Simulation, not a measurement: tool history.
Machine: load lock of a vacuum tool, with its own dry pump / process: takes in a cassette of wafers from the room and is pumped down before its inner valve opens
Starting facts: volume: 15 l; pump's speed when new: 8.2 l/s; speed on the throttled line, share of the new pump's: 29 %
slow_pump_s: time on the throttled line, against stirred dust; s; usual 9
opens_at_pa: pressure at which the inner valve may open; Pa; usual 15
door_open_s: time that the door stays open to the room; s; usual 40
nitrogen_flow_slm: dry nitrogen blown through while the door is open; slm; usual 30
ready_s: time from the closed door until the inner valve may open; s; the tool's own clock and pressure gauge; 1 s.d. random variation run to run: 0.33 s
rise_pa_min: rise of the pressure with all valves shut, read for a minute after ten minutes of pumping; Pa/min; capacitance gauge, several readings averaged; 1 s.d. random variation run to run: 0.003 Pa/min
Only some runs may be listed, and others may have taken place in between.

run	hour	slow_pump_s	opens_at_pa	door_open_s	nitrogen_flow_slm	incoming humidity of the room's air, %	ready_s	rise_pa_min
1	0	9	15	40	30	43.5	23.7	0.672
2	149.8	9	15	40	30	43.5	23.5	0.676
# hour 228.3: door's seal changed, seat wiped
3	306.4	13	15	40	30	47.6	26.1	0.031
4	579.6	13	15	40	14	44.1	25.9	0.045
5	747.7	13	15	40	14	43.5	25.9	0.043
6	943.6	13	15	40	14	45	26.7	0.053
7	1216.4	13	15	40	14	45.9	26.4	0.05
8	1480.5	13	15	40	14	44.4	26.7	0.06
9	1620.3	13	15	40	14	44.8	26.5	0.055
10	1860	9	15	40	30	44.3	24.9	0.053
11	2022.2	9	15	40	30	43.8	23.8	0.055
12	2238.6	7	15	95	30	46.6	22.9	0.083
13	2406.2	7	15	95	30	44.9	22.8	0.085
14	2674.6	18	30	95	30	44.4	29	0.09
15	2863.8	9	15	201	30	44.3	24	0.121
16	3100.5	9	15	201	30	45.6	24.7	0.126
17	3330.8	9	15	201	30	45.6	24.8	0.136
18	3493.7	9	18	201	30	42.5	23.9	0.137
19	3737.8	9	17	191	30	44.3	24.1	0.147
20	3884.5	17	15	108	37	47.2	29.4	0.116
21	4153.9	17	15	108	37	46.3	29.6	0.123

Branching from run 21: 3 alternative next runs. What would each branch give?
A	4306.3	9	30	135	30	40.8	?	?
B	4306.3	5	17	40	30	46.2	?	?
C	4306.3	12	17	108	30	47.1	?	?

run	ready_s	rise_pa_min
A	22.5	0.14
B	21.5	0.112
C	26.5	0.143
Had the tool no hidden state, the same runs would have come out as:
run	ready_s	rise_pa_min
A	20.8	0.057
B	19.5	0.029
C	24.8	0.06

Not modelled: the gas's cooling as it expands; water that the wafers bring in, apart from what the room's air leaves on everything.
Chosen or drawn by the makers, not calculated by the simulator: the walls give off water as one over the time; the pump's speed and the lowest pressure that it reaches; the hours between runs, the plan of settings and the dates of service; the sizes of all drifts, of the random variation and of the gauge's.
